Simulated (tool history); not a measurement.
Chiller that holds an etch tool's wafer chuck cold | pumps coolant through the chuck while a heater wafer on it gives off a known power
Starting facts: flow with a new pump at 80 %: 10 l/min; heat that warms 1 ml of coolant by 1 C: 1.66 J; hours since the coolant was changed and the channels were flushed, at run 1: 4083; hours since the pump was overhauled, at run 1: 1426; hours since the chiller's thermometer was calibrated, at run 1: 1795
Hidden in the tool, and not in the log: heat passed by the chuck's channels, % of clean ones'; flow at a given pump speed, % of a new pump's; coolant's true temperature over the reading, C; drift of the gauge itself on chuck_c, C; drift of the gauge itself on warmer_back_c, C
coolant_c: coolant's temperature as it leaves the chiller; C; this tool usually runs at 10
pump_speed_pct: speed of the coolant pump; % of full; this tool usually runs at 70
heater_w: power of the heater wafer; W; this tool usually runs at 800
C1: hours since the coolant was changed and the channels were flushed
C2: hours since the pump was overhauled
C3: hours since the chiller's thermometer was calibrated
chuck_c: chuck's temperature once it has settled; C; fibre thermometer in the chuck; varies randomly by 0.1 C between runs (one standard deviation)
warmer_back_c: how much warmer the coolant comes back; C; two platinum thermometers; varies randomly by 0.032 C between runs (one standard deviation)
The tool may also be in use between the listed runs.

Run 1, day 0: usual settings; C1 4083; C2 1426; C3 1795. Result: chuck_c 19.9 C, warmer_back_c 3.4 C.
Run 2, day 1.888: usual settings; C1 4128; C2 1471; C3 1840. Result: chuck_c 19.8 C, warmer_back_c 3.34 C.
Run 3, day 3.133: usual settings but coolant_c 5 C; C1 4158; C2 1501; C3 1870. Result: chuck_c 14.9 C, warmer_back_c 3.37 C.
Run 4, day 4.083: usual settings but coolant_c 7 C; C1 4181; C2 1524; C3 1893. Result: chuck_c 16.9 C, warmer_back_c 3.47 C.
Run 5, day 5.258: usual settings but coolant_c 1 C; C1 4209; C2 1552; C3 1921. Result: chuck_c 10.9 C, warmer_back_c 3.32 C.
Run 6, day 6.158: usual settings but heater_w 767 W; C1 4231; C2 1574; C3 1943. Result: chuck_c 19.5 C, warmer_back_c 3.26 C.
Run 7, day 7.2: usual settings but coolant_c 20 C; C1 4256; C2 1599; C3 1968. Result: chuck_c 29.9 C, warmer_back_c 3.41 C.
Run 8, day 8.512: usual settings but coolant_c 20 C; C1 4287; C2 1630; C3 1999. Result: chuck_c 29.8 C, warmer_back_c 3.41 C.
Run 9, day 9.612: usual settings but coolant_c 20 C; C1 4313; C2 1656; C3 2026. Result: chuck_c 29.9 C, warmer_back_c 3.42 C.
Run 10, day 10.683: usual settings; C1 4339; C2 1682; C3 2052. Result: chuck_c 20 C, warmer_back_c 3.4 C.
Run 11, day 12.329: usual settings; C1 4379; C2 1722; C3 2091. Result: chuck_c 19.9 C, warmer_back_c 3.42 C.
Run 12, day 13.179: usual settings but heater_w 874 W; C1 4399; C2 1742; C3 2111. Result: chuck_c 20.8 C, warmer_back_c 3.67 C.
Run 13, day 14.796: usual settings but coolant_c 14 C; C1 4438; C2 1781; C3 2150. Result: chuck_c 23.8 C, warmer_back_c 3.37 C.
Run 14, day 15.708: usual settings but coolant_c 14 C; C1 4460; C2 1803; C3 2172. Result: chuck_c 24 C, warmer_back_c 3.38 C.
Run 15, day 16.642: usual settings; C1 4482; C2 1825; C3 2195. Result: chuck_c 20 C, warmer_back_c 3.39 C.
Run 16, day 18.321: usual settings; C1 4522; C2 1865; C3 2235. Result: chuck_c 19.9 C, warmer_back_c 3.44 C.
Run 17, day 20.208: usual settings but pump_speed_pct 93 % of full, heater_w 818 W; C1 4568; C2 1911; C3 2280. Result: chuck_c 18.1 C, warmer_back_c 2.57 C.
Run 18, day 21.008: usual settings but pump_speed_pct 80 % of full, heater_w 598 W; C1 4587; C2 1930; C3 2299. Result: chuck_c 16.8 C, warmer_back_c 2.23 C.
Run 19, day 22.771: usual settings but coolant_c 7 C, pump_speed_pct 80 % of full, heater_w 833 W; C1 4629; C2 1972; C3 2342. Result: chuck_c 16.2 C, warmer_back_c 3.07 C.
Run 20, day 24.688: usual settings but coolant_c 2 C, heater_w 1155 W; C1 4675; C2 2018; C3 2388. Result: chuck_c 16.4 C, warmer_back_c 4.87 C.
Run 21, day 25.692: usual settings but coolant_c 12 C, pump_speed_pct 63 % of full, heater_w 704 W; C1 4699; C2 2042; C3 2412. Result: chuck_c 21.5 C, warmer_back_c 3.32 C.
Run 22, day 27.2: usual settings but coolant_c 12 C, pump_speed_pct 63 % of full, heater_w 704 W; C1 4736; C2 2079; C3 2448. Result: chuck_c 21.7 C, warmer_back_c 3.31 C.
Run 23, day 28.221: usual settings but coolant_c 7 C, pump_speed_pct 63 % of full, heater_w 1061 W; C1 4760; C2 2103; C3 2472. Result: chuck_c 21.6 C, warmer_back_c 5.02 C.
Run 24, day 29.238: usual settings but coolant_c 7 C, pump_speed_pct 63 % of full, heater_w 1061 W; C1 4784; C2 2127; C3 2497. Result: chuck_c 21.4 C, warmer_back_c 5.06 C.
Run 25, day 30.854: usual settings but coolant_c 7 C, pump_speed_pct 63 % of full, heater_w 1061 W; C1 4823; C2 2166; C3 2536. Result: chuck_c 21.4 C, warmer_back_c 5 C.
Run 26, day 32.704: usual settings but coolant_c 7 C, pump_speed_pct 63 % of full, heater_w 1061 W; C1 4868; C2 2211; C3 2580. Result: chuck_c 21.5 C, warmer_back_c 5.01 C.
Run 27, day 34.404: usual settings but coolant_c 20 C, pump_speed_pct 72 % of full; C1 4908; C2 2251; C3 2621. Result: chuck_c 29.9 C, warmer_back_c 3.27 C.
Run 28, day 35.533: usual settings but coolant_c 9 C, pump_speed_pct 78 % of full, heater_w 730 W; C1 4936; C2 2279; C3 2648. Result: chuck_c 17.6 C, warmer_back_c 2.84 C.
Run 29, day 36.496: usual settings but coolant_c 9 C, pump_speed_pct 78 % of full, heater_w 730 W; C1 4959; C2 2302; C3 2671. Result: chuck_c 17.5 C, warmer_back_c 2.74 C.
Run 30, day 38.038: usual settings but coolant_c 11 C, pump_speed_pct 81 % of full, heater_w 819 W; C1 4996; C2 2339; C3 2708. Result: chuck_c 20.4 C, warmer_back_c 2.97 C.
Run 31, day 39.888: usual settings but coolant_c 11 C, pump_speed_pct 81 % of full, heater_w 819 W; C1 5040; C2 2383; C3 2752. Result: chuck_c 20.3 C, warmer_back_c 3.03 C.

Hidden state or all else? Some run-to-run changes of chuck_c, split into what the settings, what came in and random variation would give without the hidden state, and what is left for the hidden state (with any gauge scatter that isn't in both results):
Run 6 -> 7: coolant_c 10 -> 20, heater_w 767 -> 800. chuck_c +10.4 C: hidden state +0, all else +10.4.
Run 9 -> 10: coolant_c 20 -> 10. chuck_c -9.9 C: hidden state -0.1, all else -9.8.
Run 19 -> 20: coolant_c 7 -> 2, pump_speed_pct 80 -> 70, heater_w 833 -> 1155. chuck_c +0.2 C: hidden state +0.6, all else -0.4.
Run 20 -> 21: coolant_c 2 -> 12, pump_speed_pct 70 -> 63, heater_w 1155 -> 704. chuck_c +5.1 C: hidden state -0.5, all else +5.6.
Run 22 -> 23: coolant_c 12 -> 7, heater_w 704 -> 1061. chuck_c -0.1 C: hidden state +0.5, all else -0.6.
Run 27 -> 28: coolant_c 20 -> 9, pump_speed_pct 72 -> 78, heater_w 800 -> 730. chuck_c -12.3 C: hidden state -0.2, all else -12.1.
